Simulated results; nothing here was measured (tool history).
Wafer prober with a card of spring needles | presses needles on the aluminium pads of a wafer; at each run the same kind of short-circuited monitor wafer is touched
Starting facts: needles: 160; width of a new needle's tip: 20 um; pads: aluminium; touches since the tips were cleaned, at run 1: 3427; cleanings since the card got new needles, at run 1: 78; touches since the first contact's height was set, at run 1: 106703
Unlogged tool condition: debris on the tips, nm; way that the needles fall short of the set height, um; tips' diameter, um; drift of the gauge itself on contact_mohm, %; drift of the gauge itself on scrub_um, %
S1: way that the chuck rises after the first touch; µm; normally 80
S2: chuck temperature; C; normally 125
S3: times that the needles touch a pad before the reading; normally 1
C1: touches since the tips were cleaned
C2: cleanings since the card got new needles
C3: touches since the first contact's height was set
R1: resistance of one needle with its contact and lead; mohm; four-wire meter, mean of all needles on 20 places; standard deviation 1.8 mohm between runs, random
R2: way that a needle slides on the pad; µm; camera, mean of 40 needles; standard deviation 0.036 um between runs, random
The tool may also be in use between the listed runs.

run   hour  S1   S2  S3    C1   C2      C3   R1     R2
  1    0.0  80  125   1  3427   78  106703  246  21.18
       8.0  -- tips cleaned on abrasive film
      21.4  -- tips cleaned on abrasive film
      34.9  -- tips cleaned on abrasive film
      48.3  -- tips cleaned on abrasive film
  2   55.3  80  125   1  4485   82  141550  253  21.00
      60.8  -- tips cleaned on abrasive film
      74.2  -- tips cleaned on abrasive film
      87.6  -- tips cleaned on abrasive film
     100.9  -- tips cleaned on abrasive film
     111.9  -- height of the first contact set anew
     114.4  -- tips cleaned on abrasive film
  3  114.4  80   29   1     0   87    1537  180  21.27
     127.9  -- tips cleaned on abrasive film
     141.3  -- tips cleaned on abrasive film
  4  142.8  80   29   1   977   89   19445  198  21.31
     153.5  -- tips cleaned on abrasive film
     166.9  -- tips cleaned on abrasive film
  5  170.5  80   29   1  2278   91   36885  214  21.28
     178.6  -- tips cleaned on abrasive film
     192.0  -- tips cleaned on abrasive film
     205.4  -- tips cleaned on abrasive film
  6  210.0  80   29   1  2934   94   61718  228  21.14
     218.0  -- tips cleaned on abrasive film
     231.4  -- tips cleaned on abrasive film
     242.2  -- tips cleaned on abrasive film
  7  246.2  80   29   1  2553   97   84526  220  21.15
     254.3  -- tips cleaned on abrasive film
     267.8  -- tips cleaned on abrasive film
     278.6  -- tips cleaned on abrasive film
     292.0  -- tips cleaned on abrasive film
  8  299.8  80   29   1  4941  101  118248  246  21.07
     305.2  -- tips cleaned on abrasive film
     316.0  -- tips cleaned on abrasive film
     329.5  -- tips cleaned on abrasive film
  9  333.2  80   29   1  2341  104  139213  224  21.06
     341.2  -- tips cleaned on abrasive film
     354.6  -- tips cleaned on abrasive film
     365.4  -- tips cleaned on abrasive film
     378.8  -- tips cleaned on abrasive film
 10  388.7  85   27   1  6297  108  174213  253  22.25
     391.5  -- tips cleaned on abrasive film
     391.8  -- height of the first contact set anew
     402.6  -- tips cleaned on abrasive film
     416.0  -- tips cleaned on abrasive film
     426.8  -- tips cleaned on abrasive film
     440.2  -- tips cleaned on abrasive film
 11  442.5  85   27   1  1465  113   31941  200  22.58
     453.3  -- tips cleaned on abrasive film
     466.8  -- tips cleaned on abrasive film
     480.2  -- tips cleaned on abrasive film
 12  484.7  85   27   1  2840  116   58483  221  22.52
     492.8  -- tips cleaned on abrasive film
     506.1  -- tips cleaned on abrasive film
 13  513.2  85   60   3  4501  118   76466  204  22.46
     518.7  -- tips cleaned on abrasive film
     532.1  -- tips cleaned on abrasive film
     545.6  -- tips cleaned on abrasive film
 14  551.9  95   42   2  4040  121  100823  205  25.15
     557.4  -- tips cleaned on abrasive film
     570.8  -- tips cleaned on abrasive film
     583.0  -- tips cleaned on abrasive film
 15  583.0  97   27   3     0  124  120344  169  25.67

Predict each of these 4 candidate next runs independently; none follows another, all start after run 15:
     596.5  -- tips cleaned on abrasive film
     609.9  -- tips cleaned on abrasive film
  A  611.3  70   69   1  874  126  138148   ?   ?
     596.5  -- tips cleaned on abrasive film
     609.9  -- tips cleaned on abrasive film
  B  611.3  99   95   2  874  126  138148   ?   ?
     596.5  -- tips cleaned on abrasive film
     609.9  -- tips cleaned on abrasive film
  C  611.3  75   72   1  874  126  138148   ?   ?
     596.5  -- tips cleaned on abrasive film
     609.9  -- tips cleaned on abrasive film
  D  611.3  97  117   2  874  126  138148   ?   ?

run   R1     R2
  A  226  18.30
  B  197  26.02
  C  222  19.69
  D  200  25.64
What these runs would have given with no unlogged condition in the tool:
run   R1     R2
  A  186  18.59
  B  184  26.31
  C  187  19.98
  D  187  25.93

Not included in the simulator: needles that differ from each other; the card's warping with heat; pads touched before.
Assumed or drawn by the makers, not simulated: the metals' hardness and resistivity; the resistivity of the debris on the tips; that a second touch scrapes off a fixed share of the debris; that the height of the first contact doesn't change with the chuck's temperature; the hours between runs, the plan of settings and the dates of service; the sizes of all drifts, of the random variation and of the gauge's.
